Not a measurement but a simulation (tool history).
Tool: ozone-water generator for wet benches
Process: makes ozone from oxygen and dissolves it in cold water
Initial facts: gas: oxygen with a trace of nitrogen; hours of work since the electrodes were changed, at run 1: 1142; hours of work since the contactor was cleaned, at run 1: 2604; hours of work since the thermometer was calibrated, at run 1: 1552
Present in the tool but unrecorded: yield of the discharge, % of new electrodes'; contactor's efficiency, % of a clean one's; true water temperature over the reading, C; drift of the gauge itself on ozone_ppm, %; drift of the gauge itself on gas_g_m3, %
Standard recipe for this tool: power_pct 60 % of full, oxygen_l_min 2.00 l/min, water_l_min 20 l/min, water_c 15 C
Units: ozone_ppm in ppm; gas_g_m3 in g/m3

| run | hour | power_pct | oxygen_l_min | water_l_min | water_c | hours of work since the electrodes were changed | hours of work since the contactor was cleaned | hours of work since the thermometer was calibrated | ozone_ppm | gas_g_m3 |
|---|---|---|---|---|---|---|---|---|---|---|
| 1 | 0.0 | 60 | 2.00 | 20 | 15 | 1142 | 2604 | 1552 | 8.7 | 166.4 |
| 2 | 29.5 | 60 | 2.00 | 20 | 15 | 1165 | 2626 | 1574 | 8.7 | 162.1 |
| 3 | 79.4 | 60 | 2.00 | 20 | 15 | 1203 | 2664 | 1612 | 8.9 | 163.7 |
| 4 | 109.5 | 60 | 2.00 | 20 | 15 | 1226 | 2687 | 1635 | 8.8 | 162.5 |
| 5 | 132.7 | 60 | 2.00 | 20 | 15 | 1244 | 2705 | 1653 | 8.9 | 162.8 |
| 6 | 189.0 | 85 | 2.00 | 20 | 15 | 1287 | 2748 | 1696 | 11.4 | 211.2 |
| 7 | 213.6 | 60 | 2.00 | 20 | 15 | 1306 | 2767 | 1715 | 8.7 | 165.4 |
| 8 | 266.7 | 60 | 2.00 | 20 | 15 | 1347 | 2808 | 1756 | 8.9 | 164.0 |
| 9 | 312.0 | 60 | 2.00 | 20 | 15 | 1381 | 2843 | 1791 | 8.7 | 163.9 |
| 10 | 352.2 | 60 | 2.00 | 20 | 15 | 1412 | 2873 | 1821 | 8.7 | 163.6 |
| 11 | 404.8 | 60 | 2.00 | 20 | 15 | 1452 | 2914 | 1862 | 8.5 | 164.6 |
| 12 | 428.9 | 60 | 2.00 | 20 | 15 | 1471 | 2932 | 1880 | 8.7 | 164.6 |
| 13 | 479.3 | 87 | 2.00 | 20 | 8 | 1509 | 2971 | 1919 | 11.9 | 214.5 |
|  | 487.0 | contactor cleaned |
| 14 | 519.4 | 87 | 2.00 | 20 | 8 | 1537 | 25 | 1946 | 12.0 | 215.0 |
| 15 | 547.2 | 87 | 2.00 | 20 | 8 | 1558 | 46 | 1968 | 12.1 | 214.7 |
| 16 | 593.8 | 60 | 2.00 | 12 | 15 | 1594 | 82 | 2003 | 14.8 | 162.3 |
|  | 615.9 | contactor cleaned, once more |
| 17 | 654.5 | 49 | 2.65 | 20 | 17 | 1637 | 30 | 2047 | 7.7 | 116.1 |
| 18 | 690.2 | 92 | 2.65 | 13 | 11 | 1665 | 57 | 2074 | 20.2 | 184.3 |

Below, some changes in ozone_ppm between adjacent runs. For each, the amount present without the hidden state too (settings, incoming material, random variation) and the amount remaining for the hidden state with gauge scatter not shared by both compared results:
Run 16 -> 17: power_pct 60 -> 49, oxygen_l_min 2.00 -> 2.65, water_l_min 12 -> 20, water_c 15 -> 17, contactor cleaned, once more. ozone_ppm -7.1 ppm: hidden state +0.7, all else -7.8.
Run 17 -> 18: power_pct 49 -> 92, water_l_min 20 -> 13, water_c 17 -> 11. ozone_ppm +12.5 ppm: hidden state -0.6, all else +13.1.
